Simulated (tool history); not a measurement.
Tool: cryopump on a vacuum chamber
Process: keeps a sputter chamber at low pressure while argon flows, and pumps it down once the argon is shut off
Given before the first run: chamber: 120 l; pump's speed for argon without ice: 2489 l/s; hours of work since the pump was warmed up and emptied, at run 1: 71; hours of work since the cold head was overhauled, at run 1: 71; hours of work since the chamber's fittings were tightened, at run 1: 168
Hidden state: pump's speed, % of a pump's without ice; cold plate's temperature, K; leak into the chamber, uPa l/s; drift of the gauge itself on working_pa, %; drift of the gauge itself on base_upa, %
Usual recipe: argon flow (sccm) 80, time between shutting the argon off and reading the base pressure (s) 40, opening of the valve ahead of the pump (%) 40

run   hour  argon flow (sccm)  time between shutting the argon off and reading the base pressure (s)  opening of the valve ahead of the pump (%)  hours of work since the pump was warmed up and emptied  hours of work since the cold head was overhauled  hours of work since the chamber's fittings were tightened  pressure while argon flows (Pa)  pressure after the wait (uPa)
  1    0.0                 80                                                                     40                                          40                                                      71                                                71                                                        168                           0.1364                           1.67
  2   24.6                 80                                                                     40                                          40                                                      81                                                81                                                        178                           0.1370                           1.66
  3   41.8                 80                                                                     40                                          40                                                      88                                                88                                                        185                           0.1389                           1.61
  4   63.2                 80                                                                     40                                          40                                                      97                                                97                                                        194                           0.1377                           1.71
  5   79.2                 80                                                                     40                                          40                                                     104                                               104                                                        200                           0.1367                           1.69
  6   95.3                 80                                                                     40                                          40                                                     110                                               110                                                        207                           0.1374                           1.65
  7  109.4                 80                                                                     61                                          40                                                     116                                               116                                                        213                           0.1372                           1.18
  8  131.2                 80                                                                     61                                          40                                                     125                                               125                                                        222                           0.1382                           1.25
  9  149.8                 80                                                                     61                                          40                                                     133                                               133                                                        229                           0.1372                           1.16
 10  163.8                 80                                                                     40                                          29                                                     138                                               138                                                        235                           0.1900                           1.67
 11  181.1                 80                                                                     40                                          29                                                     146                                               146                                                        242                           0.1899                           1.74
 12  194.8                 75                                                                     40                                          40                                                     151                                               151                                                        248                           0.1304                           1.74
 13  206.2                 75                                                                     40                                          40                                                     156                                               156                                                        252                           0.1308                           1.65
 14  225.7                 80                                                                     40                                          20                                                     164                                               164                                                        260                           0.2742                           1.67
 15  244.7                 80                                                                     40                                          40                                                     172                                               172                                                        268                           0.1385                           1.69
 16  260.9                 80                                                                     40                                          40                                                     178                                               178                                                        275                           0.1397                           1.68
 17  281.2                 80                                                                     40                                          40                                                     187                                               187                                                        283                           0.1384                           1.75
 18  292.2                 80                                                                     40                                          40                                                     191                                               191                                                        288                           0.1378                           1.69
 19  310.5                 67                                                                     23                                          40                                                     199                                               199                                                        295                           0.1164                           2.78
 20  331.4                 67                                                                     23                                          40                                                     207                                               207                                                        304                           0.1160                           2.74
 21  351.2                 63                                                                     40                                          40                                                     215                                               215                                                        312                           0.1102                           1.65
 22  361.6                 46                                                                     90                                          21                                                     219                                               219                                                        316                           0.1492                           0.93
 23  373.0                 46                                                                     28                                          21                                                     224                                               224                                                        321                           0.1501                           2.41
 24  384.2                 43                                                                     28                                          54                                                     229                                               229                                                        325                           0.0562                           2.32
 25  408.1                 47                                                                    267                                          15                                                     239                                               239                                                        335                           0.2154                           0.49
 26  419.8                 39                                                                     74                                          36                                                     243                                               243                                                        340                           0.0748                           1.05
 27  432.7                 39                                                                     74                                          36                                                     249                                               249                                                        345                           0.0762                           1.06
 28  453.5                 80                                                                    190                                          40                                                     257                                               257                                                        354                           0.1392                           0.62
 29  477.6                 80                                                                     37                                          40                                                     267                                               267                                                        364                           0.1391                           1.86
 30  491.2                 69                                                                     74                                          57                                                     273                                               273                                                        369                           0.0859                           1.11
 31  512.8                 96                                                                     80                                          20                                                     281                                               281                                                        378                           0.3322                           1.04
 32  525.1                 81                                                                     70                                          40                                                     286                                               286                                                        383                           0.1411                           1.14
 33  548.5                 81                                                                     70                                          40                                                     296                                               296                                                        393                           0.1430                           1.18
 34  572.6                 81                                                                     70                                          40                                                     306                                               306                                                        403                           0.1425                           1.10

Alternative continuations, all from the tool just after run 34; predict every row:
  A  596.8                 61                                                                     75                                          16                                                     316                                               316                                                        412                                ?                              ?
  B  596.8                 80                                                                     40                                          46                                                     316                                               316                                                        412                                ?                              ?
  C  596.8                 81                                                                    198                                          45                                                     316                                               316                                                        412                                ?                              ?
  D  596.8                110                                                                     40                                          40                                                     316                                               316                                                        412                                ?                              ?

run  pressure while argon flows (Pa)  pressure after the wait (uPa)
  A                           0.2626                           1.06
  B                           0.1231                           1.76
  C                           0.1281                           0.56
  D                           0.1931                           1.75
What these runs would have given with no unlogged condition in the tool:
run  pressure while argon flows (Pa)  pressure after the wait (uPa)
  A                           0.2588                           0.88
  B                           0.1181                           1.58
  C                           0.1230                           0.38
  D                           0.1861                           1.56
